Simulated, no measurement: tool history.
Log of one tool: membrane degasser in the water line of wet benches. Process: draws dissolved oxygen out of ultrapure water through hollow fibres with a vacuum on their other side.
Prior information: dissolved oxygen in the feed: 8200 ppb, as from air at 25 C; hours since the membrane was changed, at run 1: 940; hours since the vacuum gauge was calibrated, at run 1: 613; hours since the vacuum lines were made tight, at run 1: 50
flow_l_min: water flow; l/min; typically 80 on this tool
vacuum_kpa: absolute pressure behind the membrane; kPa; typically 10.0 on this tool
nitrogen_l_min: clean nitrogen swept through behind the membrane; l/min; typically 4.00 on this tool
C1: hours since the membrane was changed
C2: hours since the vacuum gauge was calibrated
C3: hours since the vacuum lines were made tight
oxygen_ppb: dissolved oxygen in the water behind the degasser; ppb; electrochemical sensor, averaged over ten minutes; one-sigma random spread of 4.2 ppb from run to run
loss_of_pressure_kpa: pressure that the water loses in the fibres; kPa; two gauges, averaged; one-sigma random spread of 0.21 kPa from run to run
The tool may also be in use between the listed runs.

run 1 hour=0.0 | flow_l_min=80 vacuum_kpa=10.0 nitrogen_l_min=4.00 | C1=940 C2=613 C3=50 | oxygen_ppb=472.2 loss_of_pressure_kpa=48.33
run 2 hour=53.0 | flow_l_min=80 vacuum_kpa=10.0 nitrogen_l_min=4.00 | C1=993 C2=666 C3=103 | oxygen_ppb=467.3 loss_of_pressure_kpa=48.51
run 3 hour=76.2 | flow_l_min=80 vacuum_kpa=10.0 nitrogen_l_min=4.00 | C1=1016 C2=689 C3=127 | oxygen_ppb=464.2 loss_of_pressure_kpa=48.10
run 4 hour=105.6 | flow_l_min=80 vacuum_kpa=7.6 nitrogen_l_min=4.00 | C1=1045 C2=718 C3=156 | oxygen_ppb=361.2 loss_of_pressure_kpa=48.03
run 5 hour=162.7 | flow_l_min=80 vacuum_kpa=10.0 nitrogen_l_min=9.89 | C1=1102 C2=775 C3=213 | oxygen_ppb=304.3 loss_of_pressure_kpa=47.81
run 6 hour=214.0 | flow_l_min=80 vacuum_kpa=10.0 nitrogen_l_min=9.89 | C1=1154 C2=827 C3=264 | oxygen_ppb=305.4 loss_of_pressure_kpa=48.10
run 7 hour=266.7 | flow_l_min=80 vacuum_kpa=10.0 nitrogen_l_min=9.89 | C1=1206 C2=879 C3=317 | oxygen_ppb=306.0 loss_of_pressure_kpa=48.14
run 8 hour=306.6 | flow_l_min=80 vacuum_kpa=10.0 nitrogen_l_min=9.89 | C1=1246 C2=919 C3=357 | oxygen_ppb=304.7 loss_of_pressure_kpa=47.89
run 9 hour=354.1 | flow_l_min=80 vacuum_kpa=10.0 nitrogen_l_min=4.00 | C1=1294 C2=967 C3=404 | oxygen_ppb=466.3 loss_of_pressure_kpa=47.89
run 10 hour=405.8 | flow_l_min=80 vacuum_kpa=10.0 nitrogen_l_min=4.00 | C1=1345 C2=1018 C3=456 | oxygen_ppb=462.3 loss_of_pressure_kpa=47.65
run 11 hour=455.8 | flow_l_min=49 vacuum_kpa=10.0 nitrogen_l_min=4.00 | C1=1395 C2=1068 C3=506 | oxygen_ppb=243.2 loss_of_pressure_kpa=29.05
run 12 hour=503.4 | flow_l_min=49 vacuum_kpa=10.0 nitrogen_l_min=4.00 | C1=1443 C2=1116 C3=554 | oxygen_ppb=241.6 loss_of_pressure_kpa=29.59
run 13 hour=529.5 | flow_l_min=80 vacuum_kpa=10.0 nitrogen_l_min=4.00 | C1=1469 C2=1142 C3=580 | oxygen_ppb=462.5 loss_of_pressure_kpa=47.36
run 14 hour=566.4 | flow_l_min=115 vacuum_kpa=10.0 nitrogen_l_min=4.00 | C1=1506 C2=1179 C3=617 | oxygen_ppb=739.8 loss_of_pressure_kpa=68.35
run 15 hour=612.0 | flow_l_min=115 vacuum_kpa=10.0 nitrogen_l_min=4.00 | C1=1552 C2=1225 C3=662 | oxygen_ppb=729.9 loss_of_pressure_kpa=67.75
run 16 hour=642.1 | flow_l_min=95 vacuum_kpa=10.0 nitrogen_l_min=4.00 | C1=1582 C2=1255 C3=692 | oxygen_ppb=576.4 loss_of_pressure_kpa=56.12
run 17 hour=673.2 | flow_l_min=95 vacuum_kpa=10.0 nitrogen_l_min=4.00 | C1=1613 C2=1286 C3=724 | oxygen_ppb=571.4 loss_of_pressure_kpa=56.08
run 18 hour=697.2 | flow_l_min=104 vacuum_kpa=10.0 nitrogen_l_min=4.00 | C1=1637 C2=1310 C3=747 | oxygen_ppb=649.2 loss_of_pressure_kpa=61.38
-- hour=709.6 gauge calibrated
run 19 hour=753.4 | flow_l_min=104 vacuum_kpa=10.0 nitrogen_l_min=4.00 | C1=1693 C2=1366 C3=804 | oxygen_ppb=645.9 loss_of_pressure_kpa=62.40
run 20 hour=801.0 | flow_l_min=104 vacuum_kpa=10.0 nitrogen_l_min=4.00 | C1=1741 C2=1413 C3=851 | oxygen_ppb=646.9 loss_of_pressure_kpa=62.77
run 21 hour=851.1 | flow_l_min=80 vacuum_kpa=6.6 nitrogen_l_min=4.00 | C1=1791 C2=1464 C3=901 | oxygen_ppb=323.3 loss_of_pressure_kpa=47.90
run 22 hour=905.4 | flow_l_min=80 vacuum_kpa=6.6 nitrogen_l_min=4.00 | C1=1845 C2=1518 C3=956 | oxygen_ppb=325.5 loss_of_pressure_kpa=48.46
run 23 hour=931.6 | flow_l_min=73 vacuum_kpa=6.7 nitrogen_l_min=1.81 | C1=1871 C2=1544 C3=982 | oxygen_ppb=411.7 loss_of_pressure_kpa=43.93
run 24 hour=975.1 | flow_l_min=73 vacuum_kpa=6.7 nitrogen_l_min=1.81 | C1=1915 C2=1588 C3=1025 | oxygen_ppb=411.3 loss_of_pressure_kpa=43.61
run 25 hour=1014.6 | flow_l_min=56 vacuum_kpa=6.7 nitrogen_l_min=7.64 | C1=1954 C2=1627 C3=1065 | oxygen_ppb=134.6 loss_of_pressure_kpa=33.50
run 26 hour=1042.9 | flow_l_min=68 vacuum_kpa=13.9 nitrogen_l_min=1.82 | C1=1983 C2=1655 C3=1093 | oxygen_ppb=850.6 loss_of_pressure_kpa=40.34
run 27 hour=1091.2 | flow_l_min=94 vacuum_kpa=22.5 nitrogen_l_min=2.36 | C1=2031 C2=1704 C3=1142 | oxygen_ppb=1516.2 loss_of_pressure_kpa=55.95
run 28 hour=1138.6 | flow_l_min=80 vacuum_kpa=22.8 nitrogen_l_min=2.07 | C1=2078 C2=1751 C3=1189 | oxygen_ppb=1456.5 loss_of_pressure_kpa=47.56
run 29 hour=1168.2 | flow_l_min=80 vacuum_kpa=22.8 nitrogen_l_min=2.07 | C1=2108 C2=1781 C3=1218 | oxygen_ppb=1467.8 loss_of_pressure_kpa=47.55
run 30 hour=1223.9 | flow_l_min=80 vacuum_kpa=9.0 nitrogen_l_min=2.41 | C1=2163 C2=1836 C3=1274 | oxygen_ppb=543.9 loss_of_pressure_kpa=47.49
run 31 hour=1250.6 | flow_l_min=80 vacuum_kpa=9.0 nitrogen_l_min=2.41 | C1=2190 C2=1863 C3=1301 | oxygen_ppb=550.3 loss_of_pressure_kpa=47.42
run 32 hour=1302.7 | flow_l_min=80 vacuum_kpa=8.4 nitrogen_l_min=4.00 | C1=2242 C2=1915 C3=1353 | oxygen_ppb=404.9 loss_of_pressure_kpa=47.04

For each run, the measured value with the value that run would have given without the tool's hidden condition subtracted. The run-to-run variation is shared by both, the gauge scatter possibly not:
Hidden state at play: membrane still open, %; true pressure behind the membrane over the reading, kPa; air that leaks in behind the membrane, l/min; drift of the gauge itself on oxygen_ppb, %; drift of the gauge itself on loss_of_pressure_kpa, %.
run=1 loss_of_pressure_kpa=+0.01
run=2 loss_of_pressure_kpa=-0.09
run=3 loss_of_pressure_kpa=-0.14
run=4 loss_of_pressure_kpa=-0.19
run=5 loss_of_pressure_kpa=-0.29
run=6 loss_of_pressure_kpa=-0.38
run=7 loss_of_pressure_kpa=-0.48
run=8 loss_of_pressure_kpa=-0.56
run=9 loss_of_pressure_kpa=-0.64
run=10 loss_of_pressure_kpa=-0.74
run=11 loss_of_pressure_kpa=-0.51
run=12 loss_of_pressure_kpa=-0.56
run=13 loss_of_pressure_kpa=-0.96
run=14 loss_of_pressure_kpa=-1.49
run=15 loss_of_pressure_kpa=-1.60
run=16 loss_of_pressure_kpa=-1.39
run=17 loss_of_pressure_kpa=-1.45
run=18 loss_of_pressure_kpa=-1.65
run=19 loss_of_pressure_kpa=-0.10
run=20 loss_of_pressure_kpa=-0.21
run=21 loss_of_pressure_kpa=-0.25
run=22 loss_of_pressure_kpa=-0.35
run=23 loss_of_pressure_kpa=-0.36
run=24 loss_of_pressure_kpa=-0.44
run=25 loss_of_pressure_kpa=-0.39
run=26 loss_of_pressure_kpa=-0.51
run=27 loss_of_pressure_kpa=-0.81
run=28 loss_of_pressure_kpa=-0.78
run=29 loss_of_pressure_kpa=-0.83
run=30 loss_of_pressure_kpa=-0.93
run=31 loss_of_pressure_kpa=-0.98
run=32 loss_of_pressure_kpa=-1.08
oxygen_ppb: differs from the measured result by no more than 0.3 ppb in any run.
